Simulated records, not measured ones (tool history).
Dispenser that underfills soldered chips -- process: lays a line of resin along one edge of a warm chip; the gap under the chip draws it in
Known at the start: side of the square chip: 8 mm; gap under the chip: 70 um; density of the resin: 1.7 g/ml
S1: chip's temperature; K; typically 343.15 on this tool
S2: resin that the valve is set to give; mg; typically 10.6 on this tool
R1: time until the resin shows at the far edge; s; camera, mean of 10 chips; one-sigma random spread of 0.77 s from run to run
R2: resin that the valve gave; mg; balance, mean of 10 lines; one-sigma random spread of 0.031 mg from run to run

run 1 hour=0 | S1=343.15 S2=10.6 | R1=153.1 R2=10.38
-- hour=3.6 new syringe of resin
run 2 hour=12.5 | S1=343.15 S2=10.6 | R1=111.4 R2=10.32
-- hour=21.7 new syringe of resin
-- hour=23.5 dispensing valve cleaned and set on the balance
run 3 hour=24.9 | S1=343.15 S2=10.6 | R1=78.1 R2=10.52
run 4 hour=31.7 | S1=343.15 S2=10.6 | R1=112.1 R2=10.52
-- hour=41.5 new syringe of resin
run 5 hour=47 | S1=343.15 S2=10.6 | R1=93.3 R2=10.54
run 6 hour=58.7 | S1=343.15 S2=10.6 | R1=175.6 R2=10.38
-- hour=59.7 new syringe of resin
run 7 hour=66.5 | S1=343.15 S2=10.6 | R1=99 R2=10.36
-- hour=78.4 new syringe of resin
run 8 hour=78.4 | S1=343.15 S2=10.6 | R1=67.7 R2=10.33
run 9 hour=86.4 | S1=343.15 S2=10.6 | R1=104.7 R2=10.32
-- hour=97.5 new syringe of resin
-- hour=98.5 dispensing valve cleaned and set on the balance
run 10 hour=102.1 | S1=343.15 S2=9.1 | R1=83.3 R2=9.07
run 11 hour=115.2 | S1=343.15 S2=9.1 | R1=174.1 R2=9.04
-- hour=117 new syringe of resin
run 12 hour=121.9 | S1=356.15 S2=11.8 | R1=56.5 R2=11.71
run 13 hour=132.9 | S1=339.15 S2=9.8 | R1=191.1 R2=9.65
-- hour=136.1 new syringe of resin
run 14 hour=139.7 | S1=339.15 S2=9.8 | R1=98.7 R2=9.63
run 15 hour=149.9 | S1=339.15 S2=13.5 | R1=161.3 R2=13.22
-- hour=154.3 new syringe of resin
run 16 hour=156.9 | S1=343.15 S2=11.7 | R1=76 R2=11.38
run 17 hour=169 | S1=331.15 S2=10.6 | R1=234.2 R2=10.3

Run 18 comes next. What will it give?
-- hour=172.2 dispensing valve cleaned and set on the balance
-- hour=173.9 new syringe of resin
run 18 hour=185.7 | S1=349.15 S2=13.4 | R1=? R2=?

Run 18 measured R1 99.4 s, R2 13.3 mg.
On a tool with no hidden condition, and with the same random variation, this run would have come out at R1 55.3 s, R2 13.38 mg.
